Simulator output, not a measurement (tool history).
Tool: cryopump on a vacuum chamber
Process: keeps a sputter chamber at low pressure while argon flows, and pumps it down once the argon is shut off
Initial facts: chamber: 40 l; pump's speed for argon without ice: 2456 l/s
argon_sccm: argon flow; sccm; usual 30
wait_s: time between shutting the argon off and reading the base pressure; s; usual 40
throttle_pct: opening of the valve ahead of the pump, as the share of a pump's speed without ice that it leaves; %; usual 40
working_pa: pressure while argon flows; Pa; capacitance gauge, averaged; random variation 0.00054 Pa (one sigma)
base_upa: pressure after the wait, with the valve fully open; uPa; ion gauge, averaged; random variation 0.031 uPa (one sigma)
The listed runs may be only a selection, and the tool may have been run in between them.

run,day,argon_sccm,wait_s,throttle_pct,working_pa,base_upa
1,0,30,40,40,0.0526,1.89
2,1.592,30,40,40,0.0525,1.89
3,2.967,30,40,40,0.0524,1.89
4,5.029,30,40,40,0.0532,1.86
# day 5.258: leaking fittings of the chamber tightened, without venting
5,6.667,30,40,40,0.052,1.62
6,8.004,30,40,40,0.053,1.59
7,9.525,30,40,40,0.0531,1.59
8,10.929,30,40,40,0.0528,1.63
9,12.988,30,40,40,0.0542,1.64
10,14.562,30,40,24,0.0899,1.59
11,16.842,30,40,40,0.0546,1.63
12,17.925,30,40,40,0.0549,1.61
13,19.929,30,40,40,0.0547,1.65
14,21.904,38,24,53,0.0549,2.68
15,23.646,38,24,53,0.0548,2.6
16,25,38,146,53,0.0553,0.66
17,26.571,30,178,32,0.0694,0.58
18,27.662,33,99,34,0.0725,0.85
19,29.8,33,99,34,0.0726,0.83
20,31.142,33,99,34,0.0734,0.87
21,32.208,30,195,40,0.0577,0.61
22,34.329,30,195,40,0.0591,0.6
23,35.717,51,195,41,0.0975,0.58
# day 36.325: pump warmed up, emptied and cooled again
24,37.417,48,60,40,0.0834,1.2

Below are 3 alternative next runs, each starting from the tool's condition after run 24. Predict each:
A,39.129,59,49,40,?,?
B,39.129,36,60,21,?,?
C,39.129,35,40,40,?,?

run,working_pa,base_upa
A,0.1032,1.42
B,0.1181,1.18
C,0.0612,1.64
Stripped of hidden state, with their random variation kept, the same runs would have yielded:
run,working_pa,base_upa
A,0.1016,1.32
B,0.1171,1.08
C,0.0603,1.53
